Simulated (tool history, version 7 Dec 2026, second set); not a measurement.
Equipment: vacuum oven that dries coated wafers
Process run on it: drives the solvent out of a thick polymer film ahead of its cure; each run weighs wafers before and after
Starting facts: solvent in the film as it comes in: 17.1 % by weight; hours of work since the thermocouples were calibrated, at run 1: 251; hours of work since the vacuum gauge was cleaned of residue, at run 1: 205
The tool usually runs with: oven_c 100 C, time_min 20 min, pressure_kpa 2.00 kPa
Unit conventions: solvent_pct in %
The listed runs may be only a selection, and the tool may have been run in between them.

run,hour,oven_c,time_min,pressure_kpa,hours of work since the thermocouples were calibrated,hours of work since the vacuum gauge was cleaned of residue,solvent_pct
1,0.0,100,20,2.00,251,205,2.385
2,11.4,100,28,2.00,256,211,1.608
3,32.0,105,20,2.00,267,221,1.699
4,41.3,105,20,2.00,272,226,1.703
5,57.5,105,20,2.00,280,235,1.707
6,73.6,113,20,2.00,289,243,0.984
7,84.3,113,20,2.00,294,249,1.001
8,98.5,100,20,2.00,302,256,2.390
9,111.5,100,20,2.00,309,263,2.402
10,122.3,100,20,2.00,314,268,2.391
11,137.7,100,20,2.00,322,276,2.384
12,153.9,100,20,2.00,331,285,2.388
13,164.8,100,20,2.00,336,290,2.391
# hour 168.0: oven's thermocouples calibrated
14,176.4,100,20,2.00,4,295,2.358
15,196.5,100,25,2.00,15,306,1.796
16,210.0,100,25,2.00,22,313,1.805
# hour 224.7: oven's thermocouples calibrated, once more
17,224.7,100,20,1.54,0,320,2.284
18,241.3,92,20,1.54,9,328,3.795
19,253.5,100,20,2.00,15,335,2.525
20,271.1,100,20,5.98,24,344,4.517
21,281.0,100,12,2.00,29,349,4.518
22,298.4,100,12,2.00,38,358,4.523
23,311.2,88,32,1.35,45,365,2.722
24,323.2,88,29,6.34,51,371,6.876
25,333.8,95,13,2.00,57,376,5.290
26,349.8,100,20,1.02,65,385,2.028
27,359.1,100,20,1.02,70,390,2.034
28,372.5,100,10,2.00,77,397,5.354
29,383.1,100,10,2.00,83,402,5.383
30,400.1,98,11,2.00,91,411,5.369
31,412.4,101,17,2.00,98,417,2.894
32,422.1,95,20,4.62,103,422,4.940
33,434.2,100,20,4.90,109,429,3.985
34,443.5,87,11,3.67,114,434,8.837
35,455.8,94,20,2.78,120,440,4.097
36,472.0,100,20,5.41,129,448,4.238
37,489.6,89,14,1.28,138,458,5.950
38,504.9,106,11,1.03,146,466,3.297
39,523.9,111,11,3.07,156,475,3.092
40,536.9,107,20,1.76,163,482,1.465
41,552.0,108,24,1.89,171,490,1.150
42,560.9,96,20,2.00,175,495,3.236
43,573.4,96,20,2.00,182,501,3.245

What if the next run were any one of these 5? Each begins from the tool's condition after run 43:
A,584.8,96,20,2.00,188,507,?
B,584.8,97,20,3.68,188,507,?
C,584.8,105,20,2.00,188,507,?
D,584.8,100,18,2.00,188,507,?
E,584.8,95,20,2.00,188,507,?

run,solvent_pct
A,3.234
B,3.945
C,1.797
D,2.867
E,3.429
With no hidden state in the tool, these same runs would have given:
run,solvent_pct
A,3.163
B,3.878
C,1.740
D,2.805
E,3.357
